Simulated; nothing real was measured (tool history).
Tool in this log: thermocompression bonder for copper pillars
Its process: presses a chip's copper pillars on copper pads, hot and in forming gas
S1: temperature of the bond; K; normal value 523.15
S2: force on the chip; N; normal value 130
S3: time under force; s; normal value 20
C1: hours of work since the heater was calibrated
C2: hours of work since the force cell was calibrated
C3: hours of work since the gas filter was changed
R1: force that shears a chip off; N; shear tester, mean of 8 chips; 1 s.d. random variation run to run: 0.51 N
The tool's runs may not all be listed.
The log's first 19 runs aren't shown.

| run | hour | S1 | S2 | S3 | C1 | C2 | C3 | R1 |
|---|---|---|---|---|---|---|---|---|
|  | 723.6 | forming gas filter changed |
| 20 | 741.4 | 523.15 | 130 | 20 | 1326 | 553 | 13 | 35.2 |
| 21 | 777.8 | 523.15 | 130 | 14 | 1354 | 580 | 40 | 31.1 |
| 22 | 826.3 | 531.15 | 130 | 10 | 1390 | 616 | 77 | 29.2 |
| 23 | 871.5 | 531.15 | 130 | 17 | 1423 | 650 | 110 | 35.3 |
| 24 | 904.6 | 531.15 | 130 | 17 | 1448 | 674 | 135 | 35.0 |
| 25 | 948.3 | 531.15 | 130 | 17 | 1481 | 707 | 168 | 34.9 |
| 26 | 992.8 | 521.15 | 127 | 19 | 1514 | 740 | 201 | 32.8 |
| 27 | 1045.3 | 521.15 | 127 | 19 | 1553 | 779 | 240 | 32.7 |
| 28 | 1075.8 | 523.15 | 85 | 40 | 1576 | 802 | 263 | 34.3 |
|  | 1101.6 | force cell calibrated |
| 29 | 1133.1 | 509.15 | 124 | 47 | 1618 | 24 | 304 | 35.9 |
| 30 | 1173.9 | 509.15 | 124 | 47 | 1648 | 54 | 335 | 35.1 |
|  | 1193.7 | forming gas filter changed |
| 31 | 1211.7 | 502.15 | 124 | 14 | 1676 | 82 | 13 | 22.7 |
| 32 | 1235.5 | 502.15 | 124 | 14 | 1694 | 100 | 31 | 22.8 |
| 33 | 1258.5 | 498.15 | 130 | 20 | 1711 | 117 | 48 | 25.2 |
|  | 1271.6 | heater calibrated with a thermocouple chip |
| 34 | 1311.9 | 498.15 | 130 | 20 | 30 | 155 | 87 | 22.7 |
| 35 | 1361.0 | 509.15 | 90 | 20 | 67 | 192 | 123 | 21.3 |
| 36 | 1410.9 | 506.15 | 105 | 25 | 104 | 229 | 161 | 24.3 |
| 37 | 1464.6 | 523.15 | 132 | 20 | 144 | 269 | 201 | 31.0 |
| 38 | 1500.0 | 523.15 | 132 | 20 | 170 | 295 | 227 | 30.7 |
| 39 | 1553.5 | 552.15 | 120 | 20 | 210 | 335 | 267 | 39.9 |
| 40 | 1584.8 | 524.15 | 130 | 21 | 234 | 359 | 290 | 31.7 |

3 options for the next run, each taken on its own from the tool as it stands now. Forecast them:
| A | 1621.6 | 494.15 | 149 | 17 | 261 | 386 | 318 | ? |
| B | 1621.6 | 536.15 | 175 | 20 | 261 | 386 | 318 | ? |
| C | 1621.6 | 524.15 | 130 | 50 | 261 | 386 | 318 | ? |

| run | R1 |
|---|---|
| A | 21.4 |
| B | 40.5 |
| C | 42.2 |
Without the tool's hidden state the same runs would have given:
| run | R1 |
|---|---|
| A | 22.6 |
| B | 43.2 |
| C | 45.1 |
